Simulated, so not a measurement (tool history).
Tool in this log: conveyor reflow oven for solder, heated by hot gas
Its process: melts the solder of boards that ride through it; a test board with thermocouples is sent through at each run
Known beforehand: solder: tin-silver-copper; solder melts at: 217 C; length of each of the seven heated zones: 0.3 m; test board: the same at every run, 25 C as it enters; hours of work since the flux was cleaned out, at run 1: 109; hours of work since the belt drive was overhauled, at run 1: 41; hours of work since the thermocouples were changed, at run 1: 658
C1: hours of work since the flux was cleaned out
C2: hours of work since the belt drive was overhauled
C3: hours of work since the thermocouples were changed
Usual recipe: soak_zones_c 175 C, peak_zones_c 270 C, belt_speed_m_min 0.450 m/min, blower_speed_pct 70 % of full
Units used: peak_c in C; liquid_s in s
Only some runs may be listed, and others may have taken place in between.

{"run": 1, "hour": 0.0, "soak_zones_c": 175, "peak_zones_c": 270, "belt_speed_m_min": 0.45, "blower_speed_pct": 70, "C1": 109, "C2": 41, "C3": 658, "peak_c": 256.1, "liquid_s": 63.8}
{"run": 2, "hour": 9.2, "soak_zones_c": 175, "peak_zones_c": 270, "belt_speed_m_min": 0.45, "blower_speed_pct": 70, "C1": 114, "C2": 45, "C3": 662, "peak_c": 256.1, "liquid_s": 63.5}
{"run": 3, "hour": 13.7, "soak_zones_c": 175, "peak_zones_c": 270, "belt_speed_m_min": 0.45, "blower_speed_pct": 70, "C1": 116, "C2": 47, "C3": 664, "peak_c": 256.0, "liquid_s": 63.6}
{"run": 4, "hour": 21.2, "soak_zones_c": 175, "peak_zones_c": 270, "belt_speed_m_min": 0.45, "blower_speed_pct": 70, "C1": 119, "C2": 51, "C3": 667, "peak_c": 256.2, "liquid_s": 63.5}
{"run": 5, "hour": 30.8, "soak_zones_c": 175, "peak_zones_c": 270, "belt_speed_m_min": 0.409, "blower_speed_pct": 70, "C1": 124, "C2": 55, "C3": 672, "peak_c": 258.5, "liquid_s": 72.4}
{"run": 6, "hour": 36.8, "soak_zones_c": 175, "peak_zones_c": 270, "belt_speed_m_min": 0.45, "blower_speed_pct": 70, "C1": 127, "C2": 58, "C3": 675, "peak_c": 256.5, "liquid_s": 63.3}
{"run": 7, "hour": 41.4, "soak_zones_c": 175, "peak_zones_c": 270, "belt_speed_m_min": 0.45, "blower_speed_pct": 70, "C1": 129, "C2": 60, "C3": 677, "peak_c": 256.3, "liquid_s": 63.5}
{"run": 8, "hour": 46.3, "soak_zones_c": 175, "peak_zones_c": 270, "belt_speed_m_min": 0.45, "blower_speed_pct": 70, "C1": 131, "C2": 62, "C3": 679, "peak_c": 256.2, "liquid_s": 63.4}
{"run": 9, "hour": 54.3, "soak_zones_c": 175, "peak_zones_c": 270, "belt_speed_m_min": 0.45, "blower_speed_pct": 70, "C1": 135, "C2": 66, "C3": 683, "peak_c": 255.9, "liquid_s": 63.4}
{"run": 10, "hour": 58.3, "soak_zones_c": 175, "peak_zones_c": 270, "belt_speed_m_min": 0.45, "blower_speed_pct": 70, "C1": 137, "C2": 68, "C3": 685, "peak_c": 256.5, "liquid_s": 63.3}
{"run": 11, "hour": 63.3, "soak_zones_c": 175, "peak_zones_c": 270, "belt_speed_m_min": 0.45, "blower_speed_pct": 70, "C1": 139, "C2": 70, "C3": 687, "peak_c": 256.0, "liquid_s": 63.4}
{"run": 12, "hour": 73.2, "soak_zones_c": 175, "peak_zones_c": 270, "belt_speed_m_min": 0.45, "blower_speed_pct": 70, "C1": 144, "C2": 75, "C3": 692, "peak_c": 256.3, "liquid_s": 63.6}
{"run": 13, "hour": 77.3, "soak_zones_c": 175, "peak_zones_c": 270, "belt_speed_m_min": 0.45, "blower_speed_pct": 70, "C1": 146, "C2": 77, "C3": 694, "peak_c": 256.7, "liquid_s": 63.6}
{"run": 14, "hour": 83.5, "soak_zones_c": 175, "peak_zones_c": 270, "belt_speed_m_min": 0.45, "blower_speed_pct": 70, "C1": 148, "C2": 80, "C3": 697, "peak_c": 256.5, "liquid_s": 63.4}
{"run": 15, "hour": 90.9, "soak_zones_c": 175, "peak_zones_c": 270, "belt_speed_m_min": 0.45, "blower_speed_pct": 70, "C1": 152, "C2": 83, "C3": 700, "peak_c": 256.1, "liquid_s": 63.6}
{"run": 16, "hour": 97.1, "soak_zones_c": 175, "peak_zones_c": 270, "belt_speed_m_min": 0.45, "blower_speed_pct": 70, "C1": 155, "C2": 86, "C3": 703, "peak_c": 256.4, "liquid_s": 63.4}
{"run": 17, "hour": 106.0, "soak_zones_c": 175, "peak_zones_c": 270, "belt_speed_m_min": 0.45, "blower_speed_pct": 70, "C1": 159, "C2": 90, "C3": 707, "peak_c": 255.7, "liquid_s": 63.4}
{"run": 18, "hour": 115.6, "soak_zones_c": 177, "peak_zones_c": 278, "belt_speed_m_min": 0.534, "blower_speed_pct": 70, "C1": 163, "C2": 95, "C3": 712, "peak_c": 257.8, "liquid_s": 54.1}
{"run": 19, "hour": 121.4, "soak_zones_c": 175, "peak_zones_c": 264, "belt_speed_m_min": 0.45, "blower_speed_pct": 82, "C1": 166, "C2": 98, "C3": 714, "peak_c": 252.7, "liquid_s": 61.7}
{"run": 20, "hour": 127.7, "soak_zones_c": 164, "peak_zones_c": 270, "belt_speed_m_min": 0.398, "blower_speed_pct": 70, "C1": 169, "C2": 101, "C3": 717, "peak_c": 257.7, "liquid_s": 70.2}
{"run": 21, "hour": 136.4, "soak_zones_c": 164, "peak_zones_c": 270, "belt_speed_m_min": 0.398, "blower_speed_pct": 70, "C1": 173, "C2": 105, "C3": 721, "peak_c": 258.3, "liquid_s": 69.7}
{"run": 22, "hour": 142.4, "soak_zones_c": 164, "peak_zones_c": 261, "belt_speed_m_min": 0.398, "blower_speed_pct": 70, "C1": 176, "C2": 107, "C3": 724, "peak_c": 250.2, "liquid_s": 64.4}
{"run": 23, "hour": 151.2, "soak_zones_c": 164, "peak_zones_c": 261, "belt_speed_m_min": 0.398, "blower_speed_pct": 70, "C1": 180, "C2": 112, "C3": 728, "peak_c": 249.6, "liquid_s": 64.2}
{"run": 24, "hour": 157.1, "soak_zones_c": 170, "peak_zones_c": 283, "belt_speed_m_min": 0.415, "blower_speed_pct": 51, "C1": 183, "C2": 114, "C3": 731, "peak_c": 265.5, "liquid_s": 72.6}
{"run": 25, "hour": 166.1, "soak_zones_c": 170, "peak_zones_c": 270, "belt_speed_m_min": 0.45, "blower_speed_pct": 70, "C1": 187, "C2": 119, "C3": 735, "peak_c": 255.8, "liquid_s": 61.0}
{"run": 26, "hour": 170.4, "soak_zones_c": 184, "peak_zones_c": 270, "belt_speed_m_min": 0.421, "blower_speed_pct": 81, "C1": 189, "C2": 121, "C3": 737, "peak_c": 260.8, "liquid_s": 74.9}
{"run": 27, "hour": 174.9, "soak_zones_c": 184, "peak_zones_c": 270, "belt_speed_m_min": 0.421, "blower_speed_pct": 81, "C1": 191, "C2": 123, "C3": 739, "peak_c": 260.7, "liquid_s": 75.0}
{"run": 28, "hour": 183.9, "soak_zones_c": 181, "peak_zones_c": 267, "belt_speed_m_min": 0.47, "blower_speed_pct": 77, "C1": 195, "C2": 127, "C3": 744, "peak_c": 254.2, "liquid_s": 62.1}
{"run": 29, "hour": 192.3, "soak_zones_c": 175, "peak_zones_c": 283, "belt_speed_m_min": 0.45, "blower_speed_pct": 77, "C1": 199, "C2": 131, "C3": 747, "peak_c": 268.7, "liquid_s": 70.4}
{"run": 30, "hour": 198.8, "soak_zones_c": 167, "peak_zones_c": 263, "belt_speed_m_min": 0.395, "blower_speed_pct": 85, "C1": 202, "C2": 134, "C3": 751, "peak_c": 254.1, "liquid_s": 69.8}

Here are 4 independent what-if runs from the current tool condition. What would each one return?
{"run": "A", "hour": 205.6, "soak_zones_c": 167, "peak_zones_c": 263, "belt_speed_m_min": 0.428, "blower_speed_pct": 64, "C1": 205, "C2": 137, "C3": 754, "peak_c": "?", "liquid_s": "?"}
{"run": "B", "hour": 205.6, "soak_zones_c": 167, "peak_zones_c": 271, "belt_speed_m_min": 0.395, "blower_speed_pct": 85, "C1": 205, "C2": 137, "C3": 754, "peak_c": "?", "liquid_s": "?"}
{"run": "C", "hour": 205.6, "soak_zones_c": 167, "peak_zones_c": 263, "belt_speed_m_min": 0.395, "blower_speed_pct": 51, "C1": 205, "C2": 137, "C3": 754, "peak_c": "?", "liquid_s": "?"}
{"run": "D", "hour": 205.6, "soak_zones_c": 167, "peak_zones_c": 263, "belt_speed_m_min": 0.362, "blower_speed_pct": 77, "C1": 205, "C2": 137, "C3": 754, "peak_c": "?", "liquid_s": "?"}

run=A peak_c=248.9 liquid_s=58.7
run=B peak_c=261.5 liquid_s=74.6
run=C peak_c=248.8 liquid_s=63.4
run=D peak_c=255.4 liquid_s=77.7
With no hidden state in the tool, these same runs would have given:
run=A peak_c=249.1 liquid_s=58.8
run=B peak_c=261.7 liquid_s=74.7
run=C peak_c=248.9 liquid_s=63.5
run=D peak_c=255.6 liquid_s=77.9

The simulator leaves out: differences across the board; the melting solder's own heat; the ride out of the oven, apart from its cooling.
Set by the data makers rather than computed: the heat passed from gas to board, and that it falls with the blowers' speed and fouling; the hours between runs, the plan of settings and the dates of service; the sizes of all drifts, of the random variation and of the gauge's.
